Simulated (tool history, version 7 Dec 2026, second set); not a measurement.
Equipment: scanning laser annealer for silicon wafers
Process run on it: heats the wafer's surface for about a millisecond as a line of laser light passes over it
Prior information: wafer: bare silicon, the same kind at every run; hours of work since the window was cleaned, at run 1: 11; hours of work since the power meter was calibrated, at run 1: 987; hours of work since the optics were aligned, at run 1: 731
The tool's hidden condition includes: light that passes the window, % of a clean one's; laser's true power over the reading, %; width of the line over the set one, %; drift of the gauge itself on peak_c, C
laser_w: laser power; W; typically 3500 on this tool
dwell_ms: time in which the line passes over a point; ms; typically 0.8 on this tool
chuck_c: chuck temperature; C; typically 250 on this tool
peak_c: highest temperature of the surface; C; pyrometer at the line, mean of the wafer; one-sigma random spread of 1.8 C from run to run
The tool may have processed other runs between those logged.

run	hour	laser_w	dwell_ms	chuck_c	hours of work since the window was cleaned	hours of work since the power meter was calibrated	hours of work since the optics were aligned	peak_c
1	0	3500	0.8	250	11	987	731	973
2	33.4	3500	0.8	250	33	1010	754	975
3	69	3500	0.8	250	57	1034	778	972
4	106.1	3500	0.8	250	82	1058	802	972
5	129.6	3500	0.8	250	98	1074	818	971
6	161.1	3500	0.8	250	119	1095	839	973
7	201	3500	0.8	250	146	1122	866	974
8	236.7	3500	0.8	250	170	1146	890	971
9	262.1	3500	0.8	275	187	1163	907	994
10	302	3500	0.8	275	213	1190	934	996
11	325.8	3500	0.8	275	229	1206	950	996
12	362.1	3118	0.8	250	254	1230	974	887
13	397.5	3500	0.8	282	277	1254	998	1003
14	435.7	3500	0.8	282	303	1279	1023	1006
15	456	3500	0.8	282	317	1293	1037	1003
16	483.3	3500	0.8	282	335	1311	1055	1003
17	503.2	3447	0.8	250	348	1324	1068	961
18	520.1	3447	0.8	230	359	1336	1080	942
19	542.8	3500	0.8	240	375	1351	1095	961
20	560.6	3500	0.8	223	387	1363	1107	947
21	588	3500	0.8	250	405	1381	1125	970
# hour 600.1: window over the wafer cleaned
22	612.1	3778	0.8	250	8	1396	1140	1028
23	646.8	3473	0.849	220	31	1419	1163	962
24	681.5	3473	0.849	220	54	1442	1187	956
25	708.4	3531	0.85	254	73	1460	1205	1005
26	747.1	3500	0.723	250	98	1486	1230	936
27	781.2	3650	0.599	251	121	1509	1253	901
28	809.7	3710	0.83	282	140	1528	1272	1063
29	834.5	3013	0.652	251	157	1545	1289	809
30	854.5	3370	0.652	251	170	1558	1302	872
31	891.4	3019	0.8	250	195	1583	1327	867
32	910.6	3457	0.634	250	208	1596	1340	883
33	930.8	3767	0.8	250	222	1609	1354	1026
34	968.5	3448	0.8	230	247	1635	1379	943
35	986.6	3448	0.8	230	259	1647	1391	941
36	1017.4	3126	0.943	272	280	1667	1412	972
37	1035.1	3572	0.943	259	291	1679	1423	1064
38	1075.4	3087	0.8	250	318	1706	1450	885
39	1097	3404	0.734	250	333	1721	1465	922
40	1127.1	3476	0.581	290	353	1741	1485	895
41	1164.2	3481	0.827	230	378	1766	1510	961

How the hidden state differs across the entries between the runs, from the last listed run before each to the first after it:
After run 21, before run 22: window over the wafer cleaned (hour 600.1)
  light that passes the window, % of a clean one's: 99.9 -> 99.99
